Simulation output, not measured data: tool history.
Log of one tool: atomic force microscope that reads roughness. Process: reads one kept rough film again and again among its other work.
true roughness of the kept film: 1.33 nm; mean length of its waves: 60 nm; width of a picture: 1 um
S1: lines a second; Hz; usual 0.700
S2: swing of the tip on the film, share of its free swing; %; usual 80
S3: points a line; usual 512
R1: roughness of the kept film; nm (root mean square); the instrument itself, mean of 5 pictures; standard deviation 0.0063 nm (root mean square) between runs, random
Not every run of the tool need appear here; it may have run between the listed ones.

run   hour     S1  S2   S3     R1
  1    0.0  0.700  80  512  1.205
  2    5.6  1.350  80  512  1.134
  3   11.6  0.700  80  512  1.215
  4   19.7  0.700  80  512  1.202
  5   29.2  0.700  80  512  1.221
  6   39.4  0.700  80  890  1.213
  7   49.1  0.700  80  890  1.200
  8   53.9  0.700  80  890  1.204
  9   61.2  0.700  80  512  1.217
 10   70.2  0.700  80  512  1.208
 11   78.4  0.700  80  512  1.194
 12   88.4  0.700  80  512  1.201
 13   93.5  0.700  80  512  1.201
 14  100.4  0.700  80  512  1.204
 15  110.5  0.700  80  512  1.199
     112.3  -- height scale calibrated on a step standard
 16  115.8  0.700  80  512  1.202
 17  124.4  0.700  80  512  1.200
 18  130.5  0.700  80  512  1.188
 19  140.6  1.375  80  512  1.121
 20  147.7  1.375  80  512  1.124
 21  155.1  1.375  80  512  1.110
 22  161.9  1.375  80  512  1.120
     167.9  -- height scale calibrated on a step standard, once more
 23  167.9  1.375  80  512  1.123
 24  172.1  1.375  80  512  1.126
 25  179.1  1.162  80  512  1.158
 26  185.8  1.162  80  512  1.160
 27  196.0  1.162  80  512  1.165
 28  201.9  1.162  80  512  1.138
 29  210.8  1.313  80  512  1.131
 30  220.4  0.793  83  512  1.168
 31  228.9  0.793  83  512  1.165
 32  233.8  0.793  83  512  1.162
 33  243.4  1.415  70  512  1.182
 34  253.5  2.064  64  539  1.181
 35  261.4  0.700  80  630  1.189
 36  269.5  0.687  64  865  1.242
 37  279.1  2.374  65  512  1.164
 38  288.0  1.156  61  961  1.229
 39  293.3  0.943  80  389  1.172
 40  298.2  0.529  62  512  1.266
 41  303.0  1.531  61  985  1.211
 42  310.2  0.528  77  512  1.221
 43  317.0  2.156  75  350  1.090
 44  322.5  2.156  75  350  1.075
 45  327.3  0.700  80  649  1.177
     328.4  -- new tip fitted
 46  333.2  0.700  80  649  1.233
 47  337.7  0.700  80  649  1.231
 48  343.8  0.700  66  512  1.274
 49  349.0  0.815  75  512  1.233
 50  355.3  3.996  74  634  1.006
 51  365.0  0.822  90  512  1.157
 52  372.7  1.861  67  610  1.204
 53  378.2  1.861  67  610  1.196

Selected run-to-run steps in R1, each split into two signed amounts: the part the tool would show with no hidden state at all (from settings, incoming material and random variation), and the remainder, which goes to the hidden state together with any gauge scatter not common to the measured and the hidden-state-free results:
Hidden state present: radius of the tip, nm; height scale over the true one, %; drift of the gauge itself on roughness_nm, %.
Run 22 -> 23: height scale calibrated on a step standard, once more. R1 +0.003 nm (root mean square): hidden state +0.007, all else -0.004.
Run 42 -> 43: S1 0.528 -> 2.156, S2 77 -> 75, S3 512 -> 350. R1 -0.131 nm (root mean square): hidden state +0.004, all else -0.135.
Run 45 -> 46: new tip fitted. R1 +0.056 nm (root mean square): hidden state +0.034, all else +0.022.
Run 49 -> 50: S1 0.815 -> 3.996, S2 75 -> 74, S3 512 -> 634. R1 -0.227 nm (root mean square): hidden state +0.000, all else -0.227.
Run 50 -> 51: S1 3.996 -> 0.822, S2 74 -> 90, S3 634 -> 512. R1 +0.151 nm (root mean square): hidden state -0.002, all else +0.153.
